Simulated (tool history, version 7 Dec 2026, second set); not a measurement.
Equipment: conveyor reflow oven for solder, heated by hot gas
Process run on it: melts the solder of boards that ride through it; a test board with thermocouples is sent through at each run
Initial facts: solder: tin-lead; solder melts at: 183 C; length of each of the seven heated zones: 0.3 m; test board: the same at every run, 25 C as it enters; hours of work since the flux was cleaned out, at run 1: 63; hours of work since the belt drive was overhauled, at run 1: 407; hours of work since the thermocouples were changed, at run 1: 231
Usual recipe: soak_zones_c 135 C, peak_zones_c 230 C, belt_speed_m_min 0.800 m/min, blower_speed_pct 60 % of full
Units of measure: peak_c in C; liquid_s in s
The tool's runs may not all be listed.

| run | day | soak_zones_c | peak_zones_c | belt_speed_m_min | blower_speed_pct | hours of work since the flux was cleaned out | hours of work since the belt drive was overhauled | hours of work since the thermocouples were changed | peak_c | liquid_s |
|---|---|---|---|---|---|---|---|---|---|---|
| 1 | 0.000 | 135 | 230 | 0.800 | 60 | 63 | 407 | 231 | 208.4 | 27.6 |
| 2 | 2.596 | 135 | 230 | 0.800 | 60 | 96 | 440 | 264 | 207.7 | 27.3 |
| 3 | 3.996 | 135 | 230 | 0.800 | 60 | 114 | 458 | 282 | 207.7 | 27.0 |
| 4 | 5.608 | 135 | 230 | 0.800 | 60 | 134 | 478 | 302 | 207.3 | 27.1 |
| 5 | 8.112 | 135 | 230 | 0.800 | 69 | 166 | 510 | 334 | 209.9 | 29.1 |
| 6 | 10.796 | 135 | 230 | 0.800 | 69 | 201 | 544 | 368 | 209.3 | 28.6 |
| 7 | 12.692 | 135 | 231 | 0.843 | 60 | 225 | 569 | 392 | 205.2 | 24.1 |
| 8 | 15.138 | 124 | 228 | 0.843 | 59 | 256 | 600 | 423 | 199.1 | 17.6 |
| 9 | 16.496 | 142 | 230 | 0.939 | 74 | 273 | 617 | 441 | 205.7 | 22.9 |
| 10 | 18.342 | 142 | 235 | 0.771 | 74 | 297 | 640 | 464 | 216.5 | 35.4 |
| 11 | 20.033 | 143 | 243 | 0.800 | 52 | 318 | 662 | 486 | 215.3 | 32.8 |

What if the next run were any one of these 4? Each begins from the tool's condition after run 11:
|  | 22.025 | flux residue cleaned out of gas plates and filters |
| A | 23.029 | 134 | 245 | 0.880 | 52 | 13 | 697 | 521 | ? | ? |
|  | 22.025 | flux residue cleaned out of gas plates and filters |
| B | 23.029 | 135 | 230 | 0.781 | 75 | 13 | 697 | 521 | ? | ? |
|  | 22.025 | flux residue cleaned out of gas plates and filters |
| C | 23.029 | 143 | 222 | 0.690 | 52 | 13 | 697 | 521 | ? | ? |
|  | 22.025 | flux residue cleaned out of gas plates and filters |
| D | 23.029 | 143 | 243 | 0.946 | 52 | 13 | 697 | 521 | ? | ? |

| run | peak_c | liquid_s |
|---|---|---|
| A | 213.4 | 27.2 |
| B | 214.6 | 32.5 |
| C | 206.8 | 33.9 |
| D | 211.4 | 25.3 |
The same runs, with their run-to-run variation unchanged, on a tool lacking any hidden condition would have given:
| run | peak_c | liquid_s |
|---|---|---|
| A | 212.3 | 26.4 |
| B | 213.4 | 31.7 |
| C | 205.6 | 32.8 |
| D | 210.3 | 24.5 |
